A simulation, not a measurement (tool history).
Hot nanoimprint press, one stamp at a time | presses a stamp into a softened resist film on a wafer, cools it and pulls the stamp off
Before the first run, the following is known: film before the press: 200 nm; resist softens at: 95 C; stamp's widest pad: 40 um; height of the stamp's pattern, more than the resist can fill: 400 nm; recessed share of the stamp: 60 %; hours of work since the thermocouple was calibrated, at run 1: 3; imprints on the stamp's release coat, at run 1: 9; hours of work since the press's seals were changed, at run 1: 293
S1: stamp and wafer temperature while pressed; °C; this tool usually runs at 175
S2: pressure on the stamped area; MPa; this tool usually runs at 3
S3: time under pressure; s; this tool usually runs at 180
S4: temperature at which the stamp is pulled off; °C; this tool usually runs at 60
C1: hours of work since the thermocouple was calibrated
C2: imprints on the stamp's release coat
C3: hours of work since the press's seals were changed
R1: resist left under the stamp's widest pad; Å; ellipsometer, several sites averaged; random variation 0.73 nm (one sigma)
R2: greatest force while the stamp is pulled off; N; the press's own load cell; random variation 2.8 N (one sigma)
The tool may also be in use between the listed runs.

run	day	S1	S2	S3	S4	C1	C2	C3	R1	R2
1	0	175	3	180	60	3	9	293	896	132
2	0.796	175	3	180	60	18	59	308	894	131
3	2.158	175	3	180	60	43	145	333	895	132
4	3.321	175	3	180	60	65	218	355	904	136
5	4.812	175	3	180	60	93	312	383	898	146
6	6.021	175	3	180	60	115	388	405	908	143
7	7.708	175	3	180	60	147	494	437	903	146
8	8.883	175	3	180	60	169	568	459	910	151
9	10.567	175	3	180	60	200	674	490	924	147
10	12.167	175	3	180	60	230	775	520	915	156
11	13.1	175	3	180	60	247	833	538	915	153
# day 13.858: plate thermocouple calibrated
# day 14.108: stamp cleaned and given a new release coat
12	14.371	175	3.9	180	60	5	16	554	815	138
13	15.412	175	3.9	180	60	24	82	574	810	134
14	16.417	175	3.9	180	60	43	145	593	811	141
15	17.754	175	3.9	180	60	68	230	618	824	135
16	18.888	175	3.9	180	60	89	301	639	816	140
17	20.046	181	2.96	143	46	111	373	660	860	204
18	20.825	181	2.96	143	46	126	423	675	871	203
19	21.712	175	3.29	180	60	142	478	692	898	152
20	22.838	177	3	180	50	163	549	713	905	194
21	23.538	177	3	180	50	176	593	726	906	194

Forecast run 22:
# day 24.267: plate thermocouple calibrated, once more
22	25.304	175	2.09	180	50	19	696	756	?	?

{"run 22": {"R1": 1111, "R2": 192}}
With the hidden condition absent and the run-to-run variation left alone, this run would have shown R1 1089 Å, R2 167 N.

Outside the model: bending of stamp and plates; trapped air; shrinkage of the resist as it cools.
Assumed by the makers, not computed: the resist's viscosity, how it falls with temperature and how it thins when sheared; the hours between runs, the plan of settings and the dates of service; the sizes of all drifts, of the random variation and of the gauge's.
